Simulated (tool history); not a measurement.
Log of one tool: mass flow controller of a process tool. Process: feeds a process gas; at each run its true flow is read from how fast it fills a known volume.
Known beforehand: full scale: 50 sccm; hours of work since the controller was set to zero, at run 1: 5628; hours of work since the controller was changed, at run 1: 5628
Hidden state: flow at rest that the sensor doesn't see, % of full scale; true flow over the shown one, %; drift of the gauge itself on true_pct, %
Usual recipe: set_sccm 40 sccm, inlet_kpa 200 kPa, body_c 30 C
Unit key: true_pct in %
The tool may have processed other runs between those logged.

run,hour,set_sccm,inlet_kpa,body_c,hours of work since the controller was set to zero,hours of work since the controller was changed,true_pct
1,0,40,200,30,5628,5628,103.48
2,271.6,40,200,30,5781,5781,103.65
3,645.2,40,200,30,5992,5992,103.71
4,986.6,40,200,30,6185,6185,103.85
5,1245.7,40,200,30,6331,6331,104.14
# hour 1503.4: controller's zero set anew
6,1522.4,23,200,30,11,6487,101.68
7,1864.1,39,200,30,204,6680,102.76
8,2272,40,200,30,434,6910,103.03
9,2540.9,40,200,30,586,7062,103
10,2905.6,40,200,30,792,7268,103.23
11,3110.9,40,200,30,907,7384,103.16
12,3403,40,200,30,1072,7548,103.44
13,3832.8,40,200,30,1315,7791,103.52
14,4237.5,40,200,30,1543,8019,103.64
# hour 4407.8: controller exchanged for a calibrated one
15,4476.9,20,200,30,39,39,98.72
16,4699.1,20,200,30,164,164,98.93
17,5019.4,20,200,30,345,345,99.25
18,5383.9,10,214,34,551,551,99.2
19,5719.8,12,147,27,741,741,99.3
20,6080.2,8,193,31,944,944,99.88
21,6430.9,10,215,26,1142,1142,99.58
22,6809,40,141,27,1355,1355,100.85
23,7125,16,157,35,1534,1534,100.46
24,7386.8,16,157,35,1682,1682,100.78
25,7635.8,16,157,35,1822,1822,100.92
26,8044.1,7,219,23,2053,2053,101.1
27,8474.7,40,154,26,2296,2296,101.4
28,8740.7,40,154,26,2446,2446,101.61
29,8981.7,40,167,26,2582,2582,101.57
30,9216.8,40,167,26,2715,2715,101.62
31,9460.3,34,200,22,2852,2852,101.08
32,9662,34,200,22,2966,2966,101.05
33,9907.1,5,200,30,3104,3104,105.24
34,10094.7,5,200,30,3210,3210,105.33

For some of the steps in true_pct from one run to the next: how much would appear even if the tool had no hidden state, given the settings, what came in and random variation, and how much remains for the hidden state plus any gauge scatter that the measured result and the result without hidden state don't share?
Run 5 -> 6: set_sccm 40 -> 23, controller's zero set anew. true_pct -2.46 %: hidden state -1.36, all else -1.1.
Run 14 -> 15: set_sccm 40 -> 20, controller exchanged for a calibrated one. true_pct -4.92 %: hidden state -3.7, all else -1.22.
Run 26 -> 27: set_sccm 7 -> 40, inlet_kpa 219 -> 154, body_c 23 -> 26. true_pct +0.3 %: hidden state -2.19, all else +2.49.
Run 32 -> 33: set_sccm 34 -> 5, body_c 22 -> 30. true_pct +4.19 %: hidden state +5.19, all else -1.
